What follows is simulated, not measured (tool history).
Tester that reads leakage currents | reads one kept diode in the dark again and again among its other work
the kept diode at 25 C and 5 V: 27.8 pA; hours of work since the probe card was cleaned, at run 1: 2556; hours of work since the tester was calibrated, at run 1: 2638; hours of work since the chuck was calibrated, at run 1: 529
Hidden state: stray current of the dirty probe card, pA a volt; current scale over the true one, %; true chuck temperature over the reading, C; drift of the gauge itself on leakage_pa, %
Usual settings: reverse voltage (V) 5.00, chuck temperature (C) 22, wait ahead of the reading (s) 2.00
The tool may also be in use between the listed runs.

run,hour,reverse voltage (V),chuck temperature (C),wait ahead of the reading (s),hours of work since the probe card was cleaned,hours of work since the tester was calibrated,hours of work since the chuck was calibrated,current that the tester gives (pA)
1,0.0,5.00,22,2.00,2556,2638,529,22.16
2,97.9,5.00,22,2.00,2610,2692,583,21.70
3,236.0,5.00,22,2.00,2686,2768,659,21.62
4,301.8,5.00,22,2.00,2722,2804,695,21.50
# hour 377.6: chuck's temperature calibrated
5,436.5,5.00,22,2.00,2795,2877,32,25.07
6,531.6,5.00,22,0.44,2848,2929,85,27.60
7,605.6,5.00,22,0.44,2888,2970,125,27.50
8,715.3,5.00,22,2.00,2949,3030,186,24.62
9,818.0,5.00,22,2.00,3005,3087,242,24.49
10,949.8,5.00,22,2.00,3078,3159,315,24.19
11,1056.0,8.43,22,1.02,3136,3217,373,31.42
12,1146.5,15.92,22,3.39,3186,3267,423,40.59
# hour 1273.3: tester calibrated
13,1297.5,4.07,30,2.00,3268,13,505,36.66
14,1410.1,1.35,30,5.23,3329,75,567,22.92
15,1504.6,1.35,30,5.23,3381,127,619,22.94
16,1576.1,1.35,30,5.23,3421,166,658,22.68
17,1658.9,14.71,23,2.00,3466,212,703,40.23
# hour 1693.2: probe card cleaned and baked
# hour 1724.6: chuck's temperature calibrated
18,1745.6,1.05,27,2.00,28,257,12,18.02
19,1848.3,1.16,28,2.00,84,313,68,19.96
20,1973.2,1.16,28,2.00,153,382,137,19.88

Hidden state or all else? Some run-to-run changes of current that the tester gives (pA), split into what the settings, what came in and random variation would give without the hidden state, and what is left for the hidden state (with any gauge scatter that isn't in both results):
Run 4 -> 5: chuck's temperature calibrated. current that the tester gives (pA) +3.57: hidden state +3.65, all else -0.08.
Run 12 -> 13: reverse voltage (V) 15.92 -> 4.07, chuck temperature (C) 22 -> 30, wait ahead of the reading (s) 3.39 -> 2.00, tester calibrated. current that the tester gives (pA) -3.93: hidden state -5.28, all else +1.35.
Run 16 -> 17: reverse voltage (V) 1.35 -> 14.71, chuck temperature (C) 30 -> 23, wait ahead of the reading (s) 5.23 -> 2.00. current that the tester gives (pA) +17.55: hidden state +3.33, all else +14.22.
Run 17 -> 18: reverse voltage (V) 14.71 -> 1.05, chuck temperature (C) 23 -> 27, probe card cleaned and baked, chuck's temperature calibrated. current that the tester gives (pA) -22.21: hidden state -1.33, all else -20.88.
